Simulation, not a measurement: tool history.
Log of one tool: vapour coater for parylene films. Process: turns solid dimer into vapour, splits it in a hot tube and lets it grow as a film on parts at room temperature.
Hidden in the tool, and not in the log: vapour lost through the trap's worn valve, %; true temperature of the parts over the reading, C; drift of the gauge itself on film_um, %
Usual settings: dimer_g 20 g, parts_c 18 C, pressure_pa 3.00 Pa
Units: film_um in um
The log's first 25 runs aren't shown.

run,hour,dimer_g,parts_c,pressure_pa,hours of work since the trap's valve was overhauled,hours of work since the table's thermometer was calibrated,film_um
26,1379.3,20,17,2.90,152,82,18.41
27,1441.7,20,17,2.90,196,126,18.27
28,1487.6,14,15,6.03,228,159,11.72
29,1556.1,14,15,6.03,277,207,11.62
30,1612.6,14,15,6.03,317,247,11.48
31,1650.8,25,21,6.03,344,274,17.35
32,1695.4,13,21,2.26,375,306,10.79
33,1771.6,13,21,2.26,429,360,10.72
34,1804.2,20,18,10.55,452,383,13.54
35,1860.0,36,19,5.14,492,422,26.72
36,1895.3,20,16,10.98,517,447,14.10
37,1939.3,20,16,10.98,548,478,13.84
38,1978.8,20,15,2.49,576,506,19.04
39,2053.8,21,18,3.85,629,559,16.54
40,2091.0,24,18,11.45,655,586,15.75

Forecast each of these 5 alternatives for the next run:
# hour 2120.1: trap's valve overhauled
A,2141.0,33,29,10.80,15,618,?
# hour 2120.1: trap's valve overhauled
B,2141.0,28,18,3.00,15,618,?
# hour 2120.1: trap's valve overhauled
C,2141.0,20,16,4.67,15,618,?
# hour 2120.1: trap's valve overhauled
D,2141.0,9,23,2.41,15,618,?
# hour 2120.1: trap's valve overhauled
E,2141.0,20,27,3.00,15,618,?

run,film_um
A,17.06
B,24.97
C,17.13
D,7.32
E,13.61
Without the tool's hidden state the same runs would have given:
run,film_um
A,17.31
B,25.33
C,17.37
D,7.42
E,13.81

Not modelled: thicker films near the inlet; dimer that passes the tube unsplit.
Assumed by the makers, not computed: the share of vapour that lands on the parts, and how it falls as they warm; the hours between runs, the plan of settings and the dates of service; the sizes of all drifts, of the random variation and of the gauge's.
